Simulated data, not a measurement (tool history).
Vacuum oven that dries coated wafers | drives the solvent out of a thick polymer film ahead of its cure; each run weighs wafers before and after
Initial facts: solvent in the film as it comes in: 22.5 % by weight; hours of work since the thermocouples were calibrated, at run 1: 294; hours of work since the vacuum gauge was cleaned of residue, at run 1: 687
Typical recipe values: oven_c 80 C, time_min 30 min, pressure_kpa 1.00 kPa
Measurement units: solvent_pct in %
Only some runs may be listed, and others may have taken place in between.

run   hour  oven_c  time_min  pressure_kpa  hours of work since the thermocouples were calibrated  hours of work since the vacuum gauge was cleaned of residue  solvent_pct
  1    0.0      80        30          1.00                                                    294                                                          687         3.24
  2   10.7      80        30          1.00                                                    300                                                          693         3.36
  3   21.9      80        30          1.00                                                    307                                                          700         3.29
  4   34.0      80        30          1.00                                                    315                                                          708         3.22
  5   45.2      80        30          1.00                                                    322                                                          715         3.31
  6   56.7      80        30          1.00                                                    329                                                          722         3.26
  7   64.1      80        30          0.80                                                    334                                                          727         3.15
  8   69.4      80        30          0.80                                                    337                                                          730         3.16
  9   74.8      80        30          0.80                                                    340                                                          733         3.13
 10   80.3      80        30          0.76                                                    344                                                          737         3.07
 11   89.1      80        39          1.00                                                    349                                                          742         2.17
 12   99.3      80        39          1.00                                                    355                                                          749         2.27
 13  107.2      80        39          1.00                                                    360                                                          753         2.21
 14  119.3      80        39          1.00                                                    368                                                          761         2.11
 15  129.1      80        39          1.00                                                    374                                                          767         2.28
 16  137.1      76        39          1.00                                                    379                                                          772         3.28
 17  146.9      80        30          1.00                                                    385                                                          778         3.20
 18  156.3      80        30          1.00                                                    391                                                          784         3.28
 19  166.1      80        30          3.19                                                    397                                                          790         4.75
 20  176.2      80        30          3.19                                                    403                                                          796         4.67
 21  184.7      80        30          3.19                                                    409                                                          802         4.79
 22  192.2      80        30          3.19                                                    413                                                          806         4.72
 23  199.6      79        30          1.00                                                    418                                                          811         3.62
 24  212.6      84        30          2.67                                                    426                                                          819         3.15
 25  223.4      73        33          2.75                                                    433                                                          826         6.81
 26  233.0      81        16          0.68                                                    439                                                          832         6.28
 27  242.4      81        16          0.68                                                    445                                                          838         6.17
 28  250.6      81        16          0.68                                                    450                                                          843         6.21
 29  257.2      92        24          1.00                                                    454                                                          847         1.25
 30  267.3      80        16          1.54                                                    460                                                          853         7.30
 31  276.7      78        17          0.64                                                    466                                                          859         7.10
     279.4  -- vacuum gauge cleaned of residue and calibrated
 32  287.9      78        17          0.64                                                    472                                                            5         7.29
 33  299.6      78        21          2.84                                                    479                                                           13         7.34
 34  308.1      90        48          2.31                                                    484                                                           18         1.36
     315.3  -- vacuum gauge cleaned of residue and calibrated, once more
 35  315.3      75        24          3.60                                                    488                                                            0         7.91
 36  322.8      80        30          0.66                                                    493                                                            5         2.83
 37  335.7      80        30          0.66                                                    501                                                           13         2.81
 38  341.4      80        30          0.66                                                    504                                                           16         2.86
 39  352.7      74        42          1.79                                                    511                                                           23         4.09
 40  364.9      79        30          2.27                                                    519                                                           31         4.10
 41  373.5      70        17          0.65                                                    524                                                           36        10.28
 42  380.6      80        48          1.48                                                    529                                                           41         1.81
 43  393.4      70        29          2.58                                                    537                                                           49         8.33
 44  402.7      91        47          2.34                                                    542                                                           54         1.15
 45  411.2      92        24          2.34                                                    548                                                           60         1.71
 46  423.9      92        24          2.34                                                    556                                                           68         1.76

Branching from run 46: 5 alternative next runs. What would each branch give?
  A  436.8      71        41          2.34                                                    564                                                           76            ?
  B  436.8      92        24          0.70                                                    564                                                           76            ?
  C  436.8      80        42          1.00                                                    564                                                           76            ?
  D  436.8      80        41          0.93                                                    564                                                           76            ?
  E  436.8      80        41          1.46                                                    564                                                           76            ?

run  solvent_pct
  A         5.85
  B         1.02
  C         1.84
  D         1.73
  E         2.20
With the hidden condition removed and each run's random variation left untouched, the same runs would have given:
run  solvent_pct
  A         5.97
  B         1.06
  C         1.89
  D         1.79
  E         2.27
